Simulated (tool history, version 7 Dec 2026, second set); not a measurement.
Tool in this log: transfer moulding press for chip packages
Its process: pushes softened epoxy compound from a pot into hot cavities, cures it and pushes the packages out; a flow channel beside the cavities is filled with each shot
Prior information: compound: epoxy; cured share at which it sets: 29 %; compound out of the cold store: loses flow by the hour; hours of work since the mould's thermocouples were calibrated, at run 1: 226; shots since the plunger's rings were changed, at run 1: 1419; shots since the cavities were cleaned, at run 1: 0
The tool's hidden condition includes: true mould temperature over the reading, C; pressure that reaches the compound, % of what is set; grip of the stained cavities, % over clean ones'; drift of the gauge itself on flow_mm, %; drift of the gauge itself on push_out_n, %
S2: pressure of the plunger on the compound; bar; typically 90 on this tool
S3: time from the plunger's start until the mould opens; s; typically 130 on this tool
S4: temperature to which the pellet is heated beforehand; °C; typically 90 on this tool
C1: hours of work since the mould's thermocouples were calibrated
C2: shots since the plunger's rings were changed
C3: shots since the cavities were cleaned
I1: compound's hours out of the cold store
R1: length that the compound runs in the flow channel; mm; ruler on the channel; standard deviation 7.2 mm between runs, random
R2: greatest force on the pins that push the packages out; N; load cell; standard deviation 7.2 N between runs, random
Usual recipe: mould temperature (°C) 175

Run 1, day 0: usual settings; C1 226; C2 1419; C3 0; I1 10.9. Result: R1 877 mm, R2 303 N.
Run 2, day 1.221: usual settings but S4 84 °C; C1 243; C2 1677; C3 258; I1 40. Result: R1 730 mm, R2 457 N.
Run 3, day 2.604: usual settings but S4 84 °C; C1 264; C2 1969; C3 550; I1 46.2. Result: R1 689 mm, R2 542 N.
Run 4, day 3.629: usual settings but mould temperature (°C) 168; C1 279; C2 2186; C3 767; I1 29. Result: R1 805 mm, R2 832 N.
At day 4.967: cavities cleaned with cleaning compound and waxed.
Run 5, day 5.375: usual settings; C1 303; C2 2541; C3 86; I1 47.4. Result: R1 686 mm, R2 363 N.
Run 6, day 6.229: usual settings but S3 121 s; C1 316; C2 2721; C3 266; I1 12.2. Result: R1 868 mm, R2 520 N.
Run 7, day 7.354: usual settings but S2 75.9 bar; C1 332; C2 2959; C3 504; I1 10.9. Result: R1 792 mm, R2 548 N.
Run 8, day 9.025: usual settings; C1 357; C2 3312; C3 857; I1 25.5. Result: R1 788 mm, R2 637 N.
At day 9.9: cavities cleaned with cleaning compound and waxed.
Run 9, day 10.925: usual settings but S4 92 °C; C1 384; C2 3700; C3 217; I1 31.3. Result: R1 735 mm, R2 436 N.
Run 10, day 12.567: usual settings but S4 92 °C; C1 408; C2 4046; C3 563; I1 13.7. Result: R1 834 mm, R2 553 N.
Run 11, day 13.662: usual settings but S4 92 °C; C1 424; C2 4278; C3 795; I1 15.4. Result: R1 820 mm, R2 601 N.
At day 14.85: cavities cleaned with cleaning compound and waxed.
Run 12, day 15.712: usual settings but S4 89 °C; C1 453; C2 4698; C3 183; I1 23.2. Result: R1 767 mm, R2 442 N.
Run 13, day 16.821: usual settings but S4 89 °C; C1 469; C2 4931; C3 416; I1 8.7. Result: R1 856 mm, R2 525 N.
Run 14, day 18.775: usual settings but mould temperature (°C) 180, S4 89 °C; C1 498; C2 5344; C3 829; I1 33.3. Result: R1 711 mm, R2 591 N.
At day 19.738: cavities cleaned with cleaning compound and waxed.
Run 15, day 20.562: usual settings but mould temperature (°C) 168, S4 89 °C; C1 523; C2 5708; C3 173; I1 17.1. Result: R1 815 mm, R2 603 N.
Run 16, day 22.408: usual settings but mould temperature (°C) 168, S2 73.8 bar, S4 100 °C; C1 550; C2 6098; C3 563; I1 36.9. Result: R1 647 mm, R2 728 N.
Run 17, day 23.258: usual settings but mould temperature (°C) 179, S3 121 s, S4 87 °C; C1 563; C2 6278; C3 743; I1 34. Result: R1 695 mm, R2 577 N.
Run 18, day 24.225: usual settings but mould temperature (°C) 179, S3 121 s, S4 87 °C; C1 577; C2 6482; C3 947; I1 33.7. Result: R1 697 mm, R2 589 N.
At day 24.708: cavities cleaned with cleaning compound and waxed.
Run 19, day 25.975: usual settings but mould temperature (°C) 171, S2 93.3 bar, S3 159 s, S4 80 °C; C1 602; C2 6839; C3 268; I1 43.3. Result: R1 683 mm, R2 446 N.
At day 26.567: plunger's sealing rings changed.
Run 20, day 27.125: usual settings but mould temperature (°C) 171, S2 93.3 bar, S3 159 s, S4 83 °C; C1 617; C2 117; C3 488; I1 8.2. Result: R1 943 mm, R2 539 N.
Run 21, day 28.421: usual settings but mould temperature (°C) 171, S2 93.3 bar, S3 159 s, S4 83 °C; C1 636; C2 391; C3 762; I1 47.4. Result: R1 735 mm, R2 554 N.
Run 22, day 29.279: usual settings but mould temperature (°C) 171, S2 93.3 bar, S3 159 s, S4 83 °C; C1 649; C2 572; C3 943; I1 37.4. Result: R1 782 mm, R2 598 N.
At day 29.758: cavities cleaned with cleaning compound and waxed.
Run 23, day 30.417: usual settings but mould temperature (°C) 169, S4 95 °C; C1 664; C2 799; C3 138; I1 35.9. Result: R1 778 mm, R2 497 N.
Run 24, day 31.992: usual settings but mould temperature (°C) 169, S4 95 °C; C1 688; C2 1132; C3 471; I1 23.8. Result: R1 816 mm, R2 657 N.
Run 25, day 33.254: usual settings but mould temperature (°C) 169, S3 133 s, S4 91 °C; C1 706; C2 1399; C3 738; I1 36.3. Result: R1 777 mm, R2 707 N.
At day 34.767: cavities cleaned with cleaning compound and waxed.
Run 26, day 35.067: usual settings but mould temperature (°C) 177, S2 80.3 bar, S3 118 s, S4 98 °C; C1 732; C2 1768; C3 63; I1 47.2. Result: R1 642 mm, R2 339 N.
Run 27, day 36.638: usual settings but S2 89.2 bar, S3 167 s; C1 755; C2 2100; C3 395; I1 39.8. Result: R1 728 mm, R2 453 N.

What if the next run were any one of these 5? Each begins from the tool's condition after run 27:
Run A, day 38.479: usual settings but mould temperature (°C) 171, S2 68.1 bar, S4 98 °C; C1 782; C2 2489; C3 784; I1 41.7. Result: R1 ?, R2 ?.
Run B, day 38.479: usual settings but S2 81.7 bar; C1 782; C2 2489; C3 784; I1 13.8. Result: R1 ?, R2 ?.
Run C, day 38.479: usual settings but S2 75.7 bar, S4 92 °C; C1 782; C2 2489; C3 784; I1 26.8. Result: R1 ?, R2 ?.
Run D, day 38.479: usual settings but mould temperature (°C) 174, S3 119 s, S4 99 °C; C1 782; C2 2489; C3 784; I1 30.3. Result: R1 ?, R2 ?.
Run E, day 38.479: usual settings but S2 78.2 bar; C1 782; C2 2489; C3 784; I1 34. Result: R1 ?, R2 ?.

run   R1   R2
  A  624  665
  B  815  591
  C  709  591
  D  764  696
  E  696  588
Take away the tool's hidden state, keep each run's random variation, and the runs would have read:
run   R1   R2
  A  647  336
  B  845  299
  C  735  294
  D  792  354
  E  722  297
